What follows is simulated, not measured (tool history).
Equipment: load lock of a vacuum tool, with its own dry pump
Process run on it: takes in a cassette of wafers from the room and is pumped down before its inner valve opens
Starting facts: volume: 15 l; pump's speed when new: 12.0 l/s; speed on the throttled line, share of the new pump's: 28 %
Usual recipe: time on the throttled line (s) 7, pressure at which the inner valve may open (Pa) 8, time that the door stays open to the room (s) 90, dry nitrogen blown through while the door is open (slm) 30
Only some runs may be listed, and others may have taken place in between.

run     day  time on the throttled line (s)  pressure at which the inner valve may open (Pa)  time that the door stays open to the room (s)  dry nitrogen blown through while the door is open (slm)  incoming humidity of the room's air, %  time from the closed door until the inner valve may open (s)  rise of the pressure with all valves shut (Pa/min)
  1   0.000                               7                                                8                                             90                                                       30                                    45.5                                                         16.98                                               0.056
  2   3.300                               7                                                8                                             90                                                       30                                    44.4                                                         16.97                                               0.064
  3   6.071                               7                                                8                                             90                                                       33                                    50.0                                                         17.02                                               0.070
  4  10.408                               7                                                8                                             90                                                        5                                    43.0                                                         17.02                                               0.104
  5  15.908                               7                                                8                                             90                                                        5                                    45.1                                                         16.94                                               0.112
  6  19.171                              11                                                8                                             90                                                        5                                    46.8                                                         19.89                                               0.114
  7  24.250                              12                                                8                                             85                                                        5                                    44.8                                                         20.81                                               0.124
  8  29.729                               7                                               12                                             90                                                       30                                    43.2                                                         16.40                                               0.108
  9  34.996                               7                                               12                                            187                                                       39                                    47.5                                                         16.44                                               0.124
 10  38.442                               7                                               12                                            187                                                       39                                    47.0                                                         16.46                                               0.125
 11  44.946                               7                                               12                                            187                                                       39                                    45.7                                                         16.44                                               0.141
 12  51.158                               7                                               12                                            187                                                       39                                    43.3                                                         16.37                                               0.145

Each row is a separate what-if for the run after 12, all from the same tool condition, not one after another. Results?
  A  55.771                               7                                               11                                             59                                                       18                                    47.8                                                             ?                                                   ?
  B  55.771                               9                                                6                                            194                                                       30                                    46.3                                                             ?                                                   ?
  C  55.771                               7                                                8                                             79                                                       13                                    43.1                                                             ?                                                   ?
  D  55.771                               7                                                8                                             50                                                       30                                    45.3                                                             ?                                                   ?
  E  55.771                               8                                                8                                             90                                                       30                                    43.9                                                             ?                                                   ?

run  time from the closed door until the inner valve may open (s)  rise of the pressure with all valves shut (Pa/min)
  A                                                         16.73                                               0.165
  B                                                         18.91                                               0.167
  C                                                         17.34                                               0.161
  D                                                         17.07                                               0.152
  E                                                         17.77                                               0.153
With the hidden condition removed and each run's random variation left untouched, the same runs would have given:
run  time from the closed door until the inner valve may open (s)  rise of the pressure with all valves shut (Pa/min)
  A                                                         16.53                                               0.049
  B                                                         18.73                                               0.052
  C                                                         17.14                                               0.047
  D                                                         16.89                                               0.036
  E                                                         17.60                                               0.036
